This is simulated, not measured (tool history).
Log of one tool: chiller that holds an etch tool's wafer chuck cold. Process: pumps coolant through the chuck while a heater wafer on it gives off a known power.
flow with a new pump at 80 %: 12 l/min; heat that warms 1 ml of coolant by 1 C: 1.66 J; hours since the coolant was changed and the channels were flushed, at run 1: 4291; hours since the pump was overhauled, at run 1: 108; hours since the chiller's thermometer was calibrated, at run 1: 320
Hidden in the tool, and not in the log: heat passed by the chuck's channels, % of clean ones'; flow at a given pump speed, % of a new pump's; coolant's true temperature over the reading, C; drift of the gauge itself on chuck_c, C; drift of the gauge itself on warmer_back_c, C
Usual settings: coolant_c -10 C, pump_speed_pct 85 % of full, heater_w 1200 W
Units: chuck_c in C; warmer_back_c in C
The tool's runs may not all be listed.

run	hour	coolant_c	pump_speed_pct	heater_w	hours since the coolant was changed and the channels were flushed	hours since the pump was overhauled	hours since the chiller's thermometer was calibrated	chuck_c	warmer_back_c
1	0	-10	85	1200	4291	108	320	-2.1	3.41
2	29.4	-10	85	1200	4320	138	349	-2	3.39
3	52.9	-10	85	1200	4344	161	373	-1.8	3.38
4	78.9	-10	85	1200	4370	187	399	-2.1	3.41
5	110.8	-10	85	1200	4402	219	431	-1.9	3.37
6	147.2	-10	85	1200	4438	256	467	-2.1	3.38
7	185.9	-10	85	1200	4477	294	506	-2	3.41
8	214.6	-10	85	1200	4506	323	535	-2.1	3.33
9	247	-10	62	1200	4538	355	567	0	4.85
10	268.4	-10	85	1200	4559	377	588	-2.1	3.33
11	301.1	-10	88	1200	4592	409	621	-2.3	3.32
12	329.1	-10	88	1200	4620	437	649	-2.2	3.22
13	361.7	-10	67	1200	4653	470	682	-0.4	4.48
# hour 369: coolant pump overhauled
14	401.2	-5	85	1200	4687	32	716	3.2	3.43
15	433.9	-16	85	1200	4720	65	749	-8	3.41
16	461.8	-16	80	1200	4748	93	777	-7.7	3.68
17	492.4	-13	68	700	4778	123	807	-7.7	2.54
18	518.9	-3	87	1181	4805	150	834	4.8	3.28
19	553	-14	85	915	4839	184	868	-7.8	2.62
20	570.3	-14	85	915	4856	201	885	-7.6	2.63
# hour 609.2: coolant pump overhauled, once more
21	613.5	-10	74	1200	4895	4	924	-1.3	3.93
22	652.7	-10	96	719	4934	43	963	-5.7	1.78
23	689.3	-19	88	719	4970	80	999	-14.4	1.98
24	708.3	-4	66	1040	4989	99	1018	4.1	3.89
25	732.7	-4	66	1040	5014	123	1043	4.3	3.9
26	764.3	-13	65	954	5045	155	1074	-5.3	3.64
27	790.7	-10	91	996	5072	182	1101	-3.7	2.62
28	810.4	-10	92	1026	5091	201	1120	-3.5	2.68
29	826.7	-12	90	870	5108	218	1137	-6.2	2.26
30	846.1	-12	90	870	5127	237	1156	-6.4	2.27
31	864.4	-12	60	870	5145	255	1174	-4.7	3.71

4 ways to go on from here, each from the tool as it stands after run 31. What would each give?
A	886.4	-7	84	870	5167	277	1196	?	?
B	886.4	-18	60	870	5167	277	1196	?	?
C	886.4	-6	80	870	5167	277	1196	?	?
D	886.4	-10	83	1200	5167	277	1196	?	?

run	chuck_c	warmer_back_c
A	-1	2.49
B	-10.4	3.65
C	0.2	2.68
D	-1.7	3.46
Without the tool's hidden state the same runs would have given:
run	chuck_c	warmer_back_c
A	-1.5	2.47
B	-11.1	3.62
C	-0.3	2.66
D	-2.6	3.43
